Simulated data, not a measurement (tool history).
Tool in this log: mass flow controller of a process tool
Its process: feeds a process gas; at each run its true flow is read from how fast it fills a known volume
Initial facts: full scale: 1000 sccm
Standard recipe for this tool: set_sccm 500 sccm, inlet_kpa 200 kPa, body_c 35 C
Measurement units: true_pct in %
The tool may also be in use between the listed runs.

run	day	set_sccm	inlet_kpa	body_c	true_pct
1	0.000	500	200	35	99.68
2	8.725	500	200	35	99.55
3	14.308	500	200	35	99.66
4	20.575	500	200	35	99.57
5	26.379	115	200	35	98.79
6	34.675	115	200	35	98.72
7	41.479	115	200	35	98.62
8	48.312	115	200	35	98.66
9	56.954	605	200	35	99.34
10	64.058	605	200	30	99.08
11	69.362	605	200	35	99.40
12	73.988	605	200	35	99.14
13	79.929	605	208	35	99.13
14	88.288	500	230	35	98.85
15	95.058	500	244	35	98.75
16	99.221	500	207	35	98.83
17	107.704	500	207	35	98.78
18	115.088	500	207	35	98.80
19	119.983	500	207	35	98.53
20	127.817	500	200	35	98.53
21	135.258	500	163	35	98.46
22	143.475	500	163	35	98.57
23	149.529	500	163	35	98.47
24	157.617	434	227	25	97.48
# day 161.429: gauge calibrated
25	162.021	434	227	25	98.95
26	167.150	211	255	36	99.22
27	174.746	211	255	36	99.04
28	180.575	211	255	36	98.99
29	189.208	821	153	34	100.08
30	195.212	146	236	28	98.27
31	203.933	146	278	27	98.10
32	210.671	500	200	23	98.48
33	216.671	500	200	23	98.44
34	222.846	775	265	27	98.96
35	229.233	500	200	29	98.82
36	237.104	332	166	35	98.86
37	240.733	332	166	35	98.79
38	246.225	500	238	22	98.18
39	251.617	289	229	21	97.70
# day 255.233: gauge calibrated
40	257.208	175	229	27	98.59
41	262.588	859	279	37	100.24
42	266.292	297	152	24	98.76
43	271.279	297	152	24	98.75

Estimate the outcome of run 44 from the log above:
44	277.833	297	152	24	?

Run 44 gave true_pct 98.69 %.
Were there no unlogged condition in the tool, this run, its random variation unchanged, would have produced true_pct 98.91 %.
